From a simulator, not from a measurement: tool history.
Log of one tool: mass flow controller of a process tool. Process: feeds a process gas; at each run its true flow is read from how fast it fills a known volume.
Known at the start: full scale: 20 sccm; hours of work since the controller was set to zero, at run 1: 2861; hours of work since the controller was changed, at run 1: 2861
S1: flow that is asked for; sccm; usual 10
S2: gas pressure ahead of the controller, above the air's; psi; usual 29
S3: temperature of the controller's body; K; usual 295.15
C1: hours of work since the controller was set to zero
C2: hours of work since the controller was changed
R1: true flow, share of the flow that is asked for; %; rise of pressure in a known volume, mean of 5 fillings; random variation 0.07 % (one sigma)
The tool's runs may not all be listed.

run 1 hour=0 | S1=10 S2=29 S3=295.15 | C1=2861 C2=2861 | R1=100.4
run 2 hour=58 | S1=10 S2=29 S3=295.15 | C1=2901 C2=2901 | R1=100.52
run 3 hour=107.6 | S1=10 S2=29 S3=295.15 | C1=2935 C2=2935 | R1=100.4
run 4 hour=222 | S1=10 S2=29 S3=295.15 | C1=3014 C2=3014 | R1=100.4
run 5 hour=293.2 | S1=10 S2=35.1 S3=295.15 | C1=3063 C2=3063 | R1=100.3
run 6 hour=366.5 | S1=10 S2=35.1 S3=295.15 | C1=3114 C2=3114 | R1=100.33
run 7 hour=451.3 | S1=10 S2=35.1 S3=295.15 | C1=3172 C2=3172 | R1=100.27
run 8 hour=561.4 | S1=9 S2=29 S3=295.15 | C1=3248 C2=3248 | R1=100.56
run 9 hour=675.9 | S1=9 S2=29 S3=300.15 | C1=3327 C2=3327 | R1=101.04
run 10 hour=731.3 | S1=9 S2=29 S3=300.15 | C1=3365 C2=3365 | R1=101.08
run 11 hour=835 | S1=10 S2=29 S3=295.15 | C1=3437 C2=3437 | R1=100.53
run 12 hour=909.3 | S1=10 S2=29 S3=295.15 | C1=3488 C2=3488 | R1=100.66
run 13 hour=979.4 | S1=4 S2=29 S3=295.15 | C1=3536 C2=3536 | R1=101.7
run 14 hour=1084.2 | S1=4 S2=29 S3=295.15 | C1=3609 C2=3609 | R1=101.76
run 15 hour=1172.1 | S1=4 S2=29 S3=295.15 | C1=3669 C2=3669 | R1=101.84
run 16 hour=1223.4 | S1=16 S2=34.7 S3=293.15 | C1=3705 C2=3705 | R1=100.23
run 17 hour=1334.6 | S1=16 S2=34.7 S3=293.15 | C1=3781 C2=3781 | R1=100.27
run 18 hour=1440.1 | S1=15 S2=31.8 S3=293.15 | C1=3854 C2=3854 | R1=100.37
run 19 hour=1503 | S1=10 S2=21.5 S3=304.15 | C1=3897 C2=3897 | R1=101.98
run 20 hour=1591.3 | S1=10 S2=21.3 S3=310.15 | C1=3958 C2=3958 | R1=102.51
run 21 hour=1667.8 | S1=10 S2=21.3 S3=310.15 | C1=4011 C2=4011 | R1=102.5
run 22 hour=1720.6 | S1=6 S2=24.4 S3=310.15 | C1=4047 C2=4047 | R1=102.86
run 23 hour=1777.6 | S1=6 S2=36.4 S3=303.15 | C1=4087 C2=4087 | R1=102
run 24 hour=1852.7 | S1=10 S2=37.3 S3=295.15 | C1=4138 C2=4138 | R1=100.57
run 25 hour=1942.1 | S1=9 S2=29.7 S3=299.15 | C1=4200 C2=4200 | R1=101.25
run 26 hour=2033.9 | S1=10 S2=32.9 S3=298.15 | C1=4263 C2=4263 | R1=101.04
run 27 hour=2149.8 | S1=10 S2=32.9 S3=298.15 | C1=4343 C2=4343 | R1=101.13
run 28 hour=2199.2 | S1=10 S2=32.9 S3=298.15 | C1=4377 C2=4377 | R1=101.19
run 29 hour=2257.1 | S1=8 S2=38.7 S3=295.15 | C1=4417 C2=4417 | R1=100.74
run 30 hour=2319.9 | S1=8 S2=38.7 S3=295.15 | C1=4461 C2=4461 | R1=100.86

Some steps in R1 between neighbouring runs. How much of each would the tool show without its hidden state too (settings, what came in, random variation), and how much is left for the hidden state, with any gauge scatter that isn't in both results?
The hidden state here: flow at rest that the sensor doesn't see, % of full scale; true flow over the shown one, %; drift of the gauge itself on true_pct, %.
Run 12 -> 13: S1 10 -> 4. R1 +1.04 %: hidden state +1.46, all else -0.42.
Run 15 -> 16: S1 4 -> 16, S2 29 -> 34.7, S3 295.15 -> 293.15. R1 -1.61 %: hidden state -1.85, all else +0.24.
Run 18 -> 19: S1 15 -> 10, S2 31.8 -> 21.5, S3 293.15 -> 304.15. R1 +1.61 %: hidden state +0.36, all else +1.25.
Run 21 -> 22: S1 10 -> 6, S2 21.3 -> 24.4. R1 +0.36 %: hidden state +0.74, all else -0.38.
Run 23 -> 24: S1 6 -> 10, S2 36.4 -> 37.3, S3 303.15 -> 295.15. R1 -1.43 %: hidden state -0.71, all else -0.72.
